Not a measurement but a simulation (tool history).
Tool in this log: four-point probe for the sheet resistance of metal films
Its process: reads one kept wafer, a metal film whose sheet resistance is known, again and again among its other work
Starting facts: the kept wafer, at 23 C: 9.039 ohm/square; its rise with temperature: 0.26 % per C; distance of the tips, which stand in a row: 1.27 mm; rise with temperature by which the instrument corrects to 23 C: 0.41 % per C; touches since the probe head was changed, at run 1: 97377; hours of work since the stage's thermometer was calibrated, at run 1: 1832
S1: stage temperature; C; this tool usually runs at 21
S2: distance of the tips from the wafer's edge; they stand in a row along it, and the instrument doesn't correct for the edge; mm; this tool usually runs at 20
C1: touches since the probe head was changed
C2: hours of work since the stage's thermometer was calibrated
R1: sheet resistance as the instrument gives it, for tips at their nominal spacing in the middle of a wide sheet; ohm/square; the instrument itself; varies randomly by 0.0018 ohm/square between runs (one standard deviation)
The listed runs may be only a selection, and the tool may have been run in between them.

run	hour	S1	S2	C1	C2	R1
1	0	21	20	97377	1832	9.048409
2	37.9	21	11	99339	1857	9.095232
3	86.8	21	11	101869	1890	9.097307
4	137.8	21	57	104508	1924	9.031044
5	162.2	21	57	105773	1941	9.031398
6	214.2	21	24	108460	1976	9.041494
7	265	21	20	111090	2010	9.043163
8	315.7	21	20	113714	2044	9.047091
9	368.2	21	20	116432	2079	9.048651
10	398.3	21	20	117989	2099	9.044802
11	431.1	21	20	119685	2121	9.044938
12	481.6	29	20	122298	2155	8.937863
13	531.8	21	6	124896	2189	9.236373
14	576	21	9	127183	2219	9.119642
15	615.7	21	20	129238	2246	9.037132
16	672.4	21	7	132174	2284	9.17654
# hour 715.6: stage's thermometer calibrated
17	726.8	21	7	134961	8	9.175742
18	774	21	7	137401	39	9.170521
19	820.2	21	7	139792	70	9.171339
20	852.7	21	7	141473	92	9.171436
# hour 860.5: stage's thermometer calibrated, once more
21	881.2	21	7	142924	14	9.189699
22	937.7	21	14	145849	52	9.073901
23	992.2	21	14	148670	89	9.069057
24	1037.7	19	3	151022	119	9.847973
25	1081.3	22	56	153277	148	9.015124
26	1124.6	26	20	155521	178	8.985532
27	1151.2	21	3	156896	195	9.817356
28	1199.8	24	22	159408	228	9.005086
29	1238.4	24	22	161411	254	9.005434
30	1265.1	24	22	162788	272	9.002097
31	1306.3	23	40	164924	300	9.002693
32	1363.7	21	24	167889	338	9.037301
33	1390.8	21	8	169296	357	9.143499
34	1435.8	24	6	171623	387	9.195024

Forecast each of these 4 alternatives for the next run:
A	1463.2	21	34	173041	405	?
B	1463.2	30	32	173041	405	?
C	1463.2	24	13	173041	405	?
D	1463.2	27	64	173041	405	?

run	R1
A	9.029624
B	8.917397
C	9.030713
D	8.951319
Without the tool's hidden state the same runs would have given:
run	R1
A	9.071694
B	8.958932
C	9.07277
D	8.993018
